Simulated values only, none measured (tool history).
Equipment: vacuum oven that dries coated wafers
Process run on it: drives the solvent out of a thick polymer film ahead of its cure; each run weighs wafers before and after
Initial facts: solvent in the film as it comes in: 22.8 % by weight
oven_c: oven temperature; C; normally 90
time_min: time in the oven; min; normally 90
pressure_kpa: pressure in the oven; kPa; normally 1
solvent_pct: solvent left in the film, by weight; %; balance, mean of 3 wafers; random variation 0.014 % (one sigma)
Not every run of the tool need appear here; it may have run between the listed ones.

run,hour,oven_c,time_min,pressure_kpa,solvent_pct
1,0,90,90,1,1.39
2,10.4,90,90,1,1.41
3,29.9,90,90,1,1.37
4,48.3,90,90,1,1.41
5,66.6,90,90,1,1.41
6,78.5,90,90,1,1.42
7,86.9,90,90,1,1.42
8,105.8,90,90,1,1.41
9,123.3,90,90,1,1.42

Estimate the outcome of run 10 from the log above:
10,135,90,90,1,?

{"run 10": {"solvent_pct": 1.38}}
Had the tool carried no hidden state, the very same run would have given solvent_pct 1.38 %.
